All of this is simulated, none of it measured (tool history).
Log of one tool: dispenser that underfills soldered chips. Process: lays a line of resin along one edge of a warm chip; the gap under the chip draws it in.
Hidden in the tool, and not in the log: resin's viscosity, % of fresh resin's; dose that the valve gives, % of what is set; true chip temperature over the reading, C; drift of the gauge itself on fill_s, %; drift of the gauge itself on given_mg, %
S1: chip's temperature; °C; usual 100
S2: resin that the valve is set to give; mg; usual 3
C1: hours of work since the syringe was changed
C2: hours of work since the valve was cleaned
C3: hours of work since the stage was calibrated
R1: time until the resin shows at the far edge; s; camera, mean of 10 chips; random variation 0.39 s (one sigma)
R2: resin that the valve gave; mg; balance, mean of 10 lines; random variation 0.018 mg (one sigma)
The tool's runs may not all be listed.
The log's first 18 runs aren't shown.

run,day,S1,S2,C1,C2,C3,R1,R2
19,3.167,100,3,3,48,96,29.9,2.9
20,3.325,93,3.19,6,50,98,48.8,3.07
21,3.504,98,3.59,9,53,101,47.8,3.43
# day 3.558: new syringe of resin
22,3.675,100,2.56,2,56,104,29.9,2.46
23,3.775,99,3.72,4,57,106,31.8,3.53
24,3.921,91,3.23,6,60,108,54.4,3.07
25,4.033,107,3.23,8,62,110,30.9,3.05
# day 4.142: new syringe of resin
26,4.204,106,2.75,1,64,113,21.3,2.6
27,4.412,115,2.76,4,68,116,18.3,2.59
28,4.658,99,2.81,8,72,120,48.1,2.64
# day 4.725: new syringe of resin
29,4.85,99,2.81,2,75,123,29.8,2.61
30,4.988,90,3,4,77,125,52.8,2.81
31,5.196,96,2.8,8,80,129,51.3,2.6
# day 5.312: new syringe of resin
32,5.417,112,3,2,84,132,15.9,2.76
33,5.579,96,3.43,4,87,135,38.4,3.19
34,5.725,91,2.53,7,89,137,62.6,2.35
35,5.846,96,3.74,9,91,139,51.5,3.43
# day 5.892: new syringe of resin
36,5.983,96,3.74,1,93,141,30.9,3.48

4 ways to go on from here, each from the tool as it stands after run 36. What would each give?
# day 6.067: dispensing valve cleaned and set on the balance
A,6.15,107,3.41,4,1,143,?,?
# day 6.067: dispensing valve cleaned and set on the balance
B,6.15,101,3,4,1,143,?,?
# day 6.067: dispensing valve cleaned and set on the balance
C,6.15,96,3.62,4,1,143,?,?
# day 6.067: dispensing valve cleaned and set on the balance
D,6.15,96,3.54,4,1,143,?,?

run,R1,R2
A,21.4,3.39
B,27.8,2.97
C,34.6,3.62
D,35.6,3.57
Without the tool's hidden state the same runs would have given:
run,R1,R2
A,17.9,3.4
B,23.1,2.97
C,29,3.62
D,29.8,3.57
